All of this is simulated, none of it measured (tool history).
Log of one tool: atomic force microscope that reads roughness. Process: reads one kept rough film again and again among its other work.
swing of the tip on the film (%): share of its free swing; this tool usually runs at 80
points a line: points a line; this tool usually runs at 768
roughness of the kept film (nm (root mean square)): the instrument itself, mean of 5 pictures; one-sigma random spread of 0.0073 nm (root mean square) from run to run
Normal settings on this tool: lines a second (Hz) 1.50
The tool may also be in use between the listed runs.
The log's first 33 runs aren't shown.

run   hour  lines a second (Hz)  swing of the tip on the film (%)  points a line  pictures with this tip  hours of work since the height scale was calibrated  roughness of the kept film (nm (root mean square))
 34  240.4                 1.24                                66            917                     105                                                  201                                               2.231
 35  245.0                 3.76                                66            408                     111                                                  204                                               2.120
 36  250.5                 1.50                                80            989                     119                                                  207                                               2.151
 37  257.3                 1.14                                80            768                     128                                                  211                                               2.176
 38  263.5                 1.14                                70            768                     137                                                  215                                               2.219
 39  273.3                 1.18                                64            768                     150                                                  220                                               2.225
 40  281.9                 1.18                                64            768                     162                                                  226                                               2.218
 41  286.5                 1.50                                80            293                     169                                                  228                                               2.139
 42  296.3                 0.63                                61            598                     182                                                  234                                               2.241
 43  302.6                 1.50                                74            930                     191                                                  238                                               2.172
 44  307.0                 2.29                                89            768                     197                                                  241                                               1.982
 45  312.6                 1.84                                89            768                     205                                                  244                                               2.025
 46  320.2                 0.69                                66            860                     215                                                  249                                               2.225
 47  325.1                 0.54                                63            385                     222                                                  252                                               2.225
 48  331.7                 0.54                                63            385                     231                                                  256                                               2.219
 49  338.1                 1.56                                63            385                     240                                                  259                                               2.186
 50  342.7                 1.56                                63            385                     246                                                  262                                               2.201
     346.3  -- new tip fitted
 51  350.1                 1.56                                63            385                       5                                                  266                                               2.257
 52  356.2                 1.50                                66            768                      13                                                  270                                               2.244

Forecast each of these 5 alternatives for the next run:
  A  365.9                 2.25                                88            260                      27                                                  276                                                   ?
  B  365.9                 1.67                                78            259                      27                                                  276                                                   ?
  C  365.9                 1.50                                73            768                      27                                                  276                                                   ?
  D  365.9                 1.50                                64            563                      27                                                  276                                                   ?
  E  365.9                 3.20                                73            583                      27                                                  276                                                   ?

run  roughness of the kept film (nm (root mean square))
  A                                               2.055
  B                                               2.163
  C                                               2.212
  D                                               2.248
  E                                               2.116
What these runs would have given with no unlogged condition in the tool:
run  roughness of the kept film (nm (root mean square))
  A                                               2.059
  B                                               2.167
  C                                               2.217
  D                                               2.253
  E                                               2.120
